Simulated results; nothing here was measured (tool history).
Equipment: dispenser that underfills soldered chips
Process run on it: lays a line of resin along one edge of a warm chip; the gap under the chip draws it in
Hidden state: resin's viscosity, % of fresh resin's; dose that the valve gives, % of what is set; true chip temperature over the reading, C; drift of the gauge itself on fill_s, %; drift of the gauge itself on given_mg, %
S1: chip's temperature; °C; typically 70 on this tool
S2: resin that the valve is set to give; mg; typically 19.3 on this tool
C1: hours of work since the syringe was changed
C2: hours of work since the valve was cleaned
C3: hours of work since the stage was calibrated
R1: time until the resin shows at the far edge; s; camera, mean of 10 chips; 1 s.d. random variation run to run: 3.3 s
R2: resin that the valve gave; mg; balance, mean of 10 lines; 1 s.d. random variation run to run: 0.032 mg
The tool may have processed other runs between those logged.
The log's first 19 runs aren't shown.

{"run": 20, "day": 5.025, "S1": 75, "S2": 16.6, "C1": 5, "C2": 62, "C3": 108, "R1": 366.7, "R2": 16.22}
{"day": 5.083, "done": "new syringe of resin"}
{"run": 21, "day": 5.304, "S1": 75, "S2": 16.6, "C1": 3, "C2": 66, "C3": 112, "R1": 334.5, "R2": 16.23}
{"day": 5.488, "done": "new syringe of resin"}
{"run": 22, "day": 5.488, "S1": 78, "S2": 20.8, "C1": 0, "C2": 68, "C3": 115, "R1": 237.2, "R2": 20.33}
{"day": 5.875, "done": "new syringe of resin"}
{"run": 23, "day": 5.875, "S1": 74, "S2": 24.8, "C1": 0, "C2": 74, "C3": 120, "R1": 280.5, "R2": 24.14}
{"run": 24, "day": 6.208, "S1": 62, "S2": 19.3, "C1": 5, "C2": 79, "C3": 125, "R1": 651.1, "R2": 18.71}
{"day": 6.275, "done": "new syringe of resin"}
{"run": 25, "day": 6.583, "S1": 69, "S2": 22.4, "C1": 5, "C2": 84, "C3": 130, "R1": 429.9, "R2": 21.76}
{"day": 6.679, "done": "new syringe of resin"}
{"run": 26, "day": 6.85, "S1": 59, "S2": 24.3, "C1": 3, "C2": 88, "C3": 134, "R1": 632.9, "R2": 23.49}
{"day": 7.067, "done": "new syringe of resin"}
{"day": 7.125, "done": "dispensing valve cleaned and set on the balance"}
{"run": 27, "day": 7.258, "S1": 62, "S2": 20.8, "C1": 2, "C2": 2, "C3": 139, "R1": 535.5, "R2": 20.72}
{"run": 28, "day": 7.429, "S1": 79, "S2": 22.5, "C1": 5, "C2": 4, "C3": 142, "R1": 273.6, "R2": 22.41}
{"day": 7.504, "done": "new syringe of resin"}
{"run": 29, "day": 7.638, "S1": 79, "S2": 22.5, "C1": 2, "C2": 7, "C3": 145, "R1": 248.6, "R2": 22.42}
{"run": 30, "day": 7.858, "S1": 72, "S2": 21.7, "C1": 5, "C2": 11, "C3": 148, "R1": 393.5, "R2": 21.6}
{"day": 7.904, "done": "new syringe of resin"}
{"run": 31, "day": 8.121, "S1": 72, "S2": 21.7, "C1": 3, "C2": 14, "C3": 152, "R1": 351.5, "R2": 21.58}
{"day": 8.292, "done": "new syringe of resin"}
{"run": 32, "day": 8.504, "S1": 65, "S2": 23.2, "C1": 3, "C2": 20, "C3": 157, "R1": 487.8, "R2": 23.05}
{"day": 8.683, "done": "new syringe of resin"}
{"run": 33, "day": 8.754, "S1": 65, "S2": 23.2, "C1": 1, "C2": 23, "C3": 161, "R1": 444.4, "R2": 22.97}
{"run": 34, "day": 8.942, "S1": 65, "S2": 23.2, "C1": 4, "C2": 26, "C3": 163, "R1": 509.1, "R2": 22.88}

Here are 5 independent what-if runs from the current tool condition. What would each one return?
{"day": 9.071, "done": "new syringe of resin"}
{"run": "A", "day": 9.129, "S1": 66, "S2": 18.4, "C1": 1, "C2": 29, "C3": 166, "R1": "?", "R2": "?"}
{"day": 9.071, "done": "new syringe of resin"}
{"run": "B", "day": 9.129, "S1": 70, "S2": 20.3, "C1": 1, "C2": 29, "C3": 166, "R1": "?", "R2": "?"}
{"day": 9.071, "done": "new syringe of resin"}
{"run": "C", "day": 9.129, "S1": 57, "S2": 21.2, "C1": 1, "C2": 29, "C3": 166, "R1": "?", "R2": "?"}
{"day": 9.071, "done": "new syringe of resin"}
{"run": "D", "day": 9.129, "S1": 69, "S2": 19.3, "C1": 1, "C2": 29, "C3": 166, "R1": "?", "R2": "?"}
{"day": 9.071, "done": "new syringe of resin"}
{"run": "E", "day": 9.129, "S1": 66, "S2": 18.8, "C1": 1, "C2": 29, "C3": 166, "R1": "?", "R2": "?"}

run=A R1=431.2 R2=18.19
run=B R1=353.1 R2=20.08
run=C R1=633.3 R2=20.98
run=D R1=370.9 R2=19.06
run=E R1=423.4 R2=18.59
Had the tool no hidden state, the same runs would have come out as:
run=A R1=405.9 R2=18.4
run=B R1=333 R2=20.31
run=C R1=596.2 R2=21.22
run=D R1=349.5 R2=19.29
run=E R1=398.6 R2=18.81
